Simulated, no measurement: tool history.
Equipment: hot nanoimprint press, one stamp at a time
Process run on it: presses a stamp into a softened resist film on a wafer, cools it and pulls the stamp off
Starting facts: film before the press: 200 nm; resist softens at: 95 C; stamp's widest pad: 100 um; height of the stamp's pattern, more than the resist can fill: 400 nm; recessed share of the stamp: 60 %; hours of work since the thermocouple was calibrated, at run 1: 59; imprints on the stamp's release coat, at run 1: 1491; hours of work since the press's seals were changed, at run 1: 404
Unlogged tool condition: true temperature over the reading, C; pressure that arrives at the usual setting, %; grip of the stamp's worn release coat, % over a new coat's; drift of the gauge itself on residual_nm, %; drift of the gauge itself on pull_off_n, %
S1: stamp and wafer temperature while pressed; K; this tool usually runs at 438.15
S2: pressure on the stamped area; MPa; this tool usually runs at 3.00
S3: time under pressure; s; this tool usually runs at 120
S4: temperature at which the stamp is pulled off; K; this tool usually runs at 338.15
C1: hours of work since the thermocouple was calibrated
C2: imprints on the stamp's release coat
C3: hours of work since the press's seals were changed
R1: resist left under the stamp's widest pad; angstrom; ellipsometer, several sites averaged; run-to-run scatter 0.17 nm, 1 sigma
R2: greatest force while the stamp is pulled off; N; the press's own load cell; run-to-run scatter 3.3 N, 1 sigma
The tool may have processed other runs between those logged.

run	hour	S1	S2	S3	S4	C1	C2	C3	R1	R2
1	0.0	438.15	3.00	120	338.15	59	1491	404	1073	157
2	52.4	438.15	3.00	120	338.15	93	1619	439	1072	159
3	86.6	438.15	3.00	120	338.15	116	1703	461	1074	156
4	163.9	438.15	3.00	120	338.15	167	1892	513	1071	169
# hour 218.4: stamp cleaned and given a new release coat
# hour 251.6: press's hydraulic seals changed and the load cell set to zero
5	254.1	438.15	3.00	120	338.15	218	68	2	1076	163
6	320.1	438.15	3.00	120	338.15	262	230	45	1075	160
7	398.7	434.15	3.00	120	338.15	314	422	98	1192	157
8	459.2	438.15	3.00	120	338.15	354	570	138	1076	158
9	495.8	431.15	3.00	120	338.15	378	660	162	1284	162
10	537.3	428.15	3.00	120	338.15	406	761	189	1373	154
11	600.7	438.15	3.00	120	338.15	448	917	232	1077	159
# hour 681.9: plate thermocouple calibrated
12	686.7	438.15	3.00	120	338.15	3	1120	287	1078	168
13	734.4	438.15	3.00	120	338.15	35	1237	318	1079	158
14	775.4	438.15	3.00	120	338.15	62	1337	345	1081	156
15	823.6	438.15	3.00	120	338.15	94	1455	377	1080	164
16	893.3	440.15	2.69	193	325.15	140	1626	424	913	187
17	963.0	446.15	3.00	120	338.15	186	1797	470	879	165
18	1009.2	441.15	3.00	120	340.15	217	1910	501	997	156
# hour 1055.3: stamp cleaned and given a new release coat
19	1063.4	441.15	3.00	120	340.15	249	20	532	1004	155
# hour 1115.6: press's hydraulic seals changed and the load cell set to zero
20	1145.0	438.15	2.96	120	338.15	298	200	20	1087	160
21	1186.5	438.15	3.00	120	328.15	325	301	47	1083	179
22	1251.4	438.15	3.00	120	328.15	368	460	90	1084	179
23	1316.1	438.15	3.00	120	328.15	411	619	133	1083	182
24	1385.0	429.15	3.00	120	329.15	457	788	179	1355	179
# hour 1448.6: plate thermocouple calibrated
25	1469.9	438.15	2.87	120	338.15	14	988	233	1109	154
26	1531.9	438.15	2.87	120	338.15	55	1140	274	1109	161
27	1585.1	443.15	2.66	120	336.15	91	1270	309	1009	170
28	1666.3	444.15	2.66	104	328.15	144	1469	363	1034	182
29	1735.3	444.15	2.66	104	328.15	190	1638	409	1037	181
30	1813.3	450.15	4.39	171	336.15	242	1829	461	571	164

Some steps in R1 between neighbouring runs. How much of each would the tool show without its hidden state too (settings, what came in, random variation), and how much is left for the hidden state, with any gauge scatter that isn't in both results?
Run 8 -> 9: S1 438.15 -> 431.15. R1 +208 angstrom: hidden state +2, all else +206.
Run 10 -> 11: S1 428.15 -> 438.15. R1 -296 angstrom: hidden state +0, all else -296.
Run 23 -> 24: S1 438.15 -> 429.15, S4 328.15 -> 329.15. R1 +272 angstrom: hidden state +5, all else +267.
Run 29 -> 30: S1 444.15 -> 450.15, S2 2.66 -> 4.39, S3 104 -> 171, S4 328.15 -> 336.15. R1 -466 angstrom: hidden state -8, all else -458.

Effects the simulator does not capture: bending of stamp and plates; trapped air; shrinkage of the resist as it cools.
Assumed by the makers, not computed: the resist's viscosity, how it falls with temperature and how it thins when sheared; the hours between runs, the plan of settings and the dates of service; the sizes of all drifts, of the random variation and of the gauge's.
